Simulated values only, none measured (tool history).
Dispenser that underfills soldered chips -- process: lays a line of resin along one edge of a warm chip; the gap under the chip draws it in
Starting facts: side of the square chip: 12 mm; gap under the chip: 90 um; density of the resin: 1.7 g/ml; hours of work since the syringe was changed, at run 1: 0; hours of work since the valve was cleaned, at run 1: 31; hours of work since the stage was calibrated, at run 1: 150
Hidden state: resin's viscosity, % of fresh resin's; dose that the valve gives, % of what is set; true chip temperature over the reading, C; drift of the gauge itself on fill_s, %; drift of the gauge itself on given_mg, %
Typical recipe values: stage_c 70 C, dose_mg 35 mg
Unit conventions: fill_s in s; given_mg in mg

run   hour  stage_c  dose_mg  hours of work since the syringe was changed  hours of work since the valve was cleaned  hours of work since the stage was calibrated  fill_s  given_mg
  1      0       70       35                                            0                                         31                                           150    81.3     33.85
  2    2.7       70       35                                            2                                         33                                           152    89.5     33.96
  3    6.2       55       35                                            5                                         35                                           154   224.9     33.79
       8.5  -- new syringe of resin
  4   10.9       70     31.1                                            2                                         38                                           157    90.3     30.06
  5   14.2       59       35                                            4                                         40                                           160   174.2     33.59
      17.5  -- new syringe of resin
  6   19.4       59       35                                            1                                         44                                           163   156.5     33.56
  7   24.1       70       38                                            5                                         47                                           166     101     36.26
      26.7  -- new syringe of resin
  8   27.4       84       38                                            1                                         49                                           169    41.1      36.2
  9   32.2       70       35                                            4                                         53                                           172    99.2     33.29
 10   35.1       70       35                                            6                                         55                                           174   110.9     33.16
      35.9  -- new syringe of resin
 11   40.6       70       35                                            3                                         59                                           178    95.9     33.22
 12   44.1       70       35                                            6                                         61                                           180   109.4     32.99
      45.1  -- new syringe of resin
 13   46.6       70       35                                            1                                         63                                           182    84.6     32.93
 14   51.1       65       35                                            4                                         66                                           185   129.9     32.89
      54.2  -- new syringe of resin
 15   55.5       70     44.5                                            1                                         69                                           188    83.8     41.67
 16   60.4       80       35                                            4                                         72                                           191    61.6     32.33
      63.3  -- new syringe of resin
 17   63.4       70     42.4                                            0                                         74                                           193    81.7     39.37
 18   66.4       76     43.4                                            2                                         76                                           195    67.2     40.34
 19   70.4       72       36                                            5                                         79                                           198    97.5     33.38
      72.5  -- new syringe of resin
 20     74       56     32.5                                            1                                         81                                           200   181.5     30.04
 21   77.1       56     32.5                                            3                                         83                                           203   208.4     30.06
      80.2  -- dispensing valve cleaned and set on the balance
 22   80.4       75       31                                            5                                          0                                           204      83      30.9
      82.8  -- new syringe of resin
 23   85.6       75       31                                            2                                          4                                           208    70.8     30.95
 24   90.9       75       31                                            6                                          7                                           211    87.2     30.73
      91.7  -- new syringe of resin
 25   93.7       80       37                                            1                                          9                                           213    53.1     36.69
 26   98.8       80       37                                            5                                         13                                           217    63.7     36.49
     100.8  -- new syringe of resin
 27  103.4       70     39.6                                            2                                         16                                           220    86.1     39.19

Branching from run 27: 3 alternative next runs. What would each branch give?
  A  107.8       67     38.5                                            5                                         19                                           223       ?         ?
  B  107.8       70     42.5                                            5                                         19                                           223       ?         ?
  C  107.8       62     32.6                                            5                                         19                                           223       ?         ?

run  fill_s  given_mg
  A     117     37.79
  B     103     41.72
  C   158.1     32.01
What these runs would have given with no unlogged condition in the tool:
run  fill_s  given_mg
  A    88.6     38.46
  B    78.2     42.46
  C   119.5     32.58

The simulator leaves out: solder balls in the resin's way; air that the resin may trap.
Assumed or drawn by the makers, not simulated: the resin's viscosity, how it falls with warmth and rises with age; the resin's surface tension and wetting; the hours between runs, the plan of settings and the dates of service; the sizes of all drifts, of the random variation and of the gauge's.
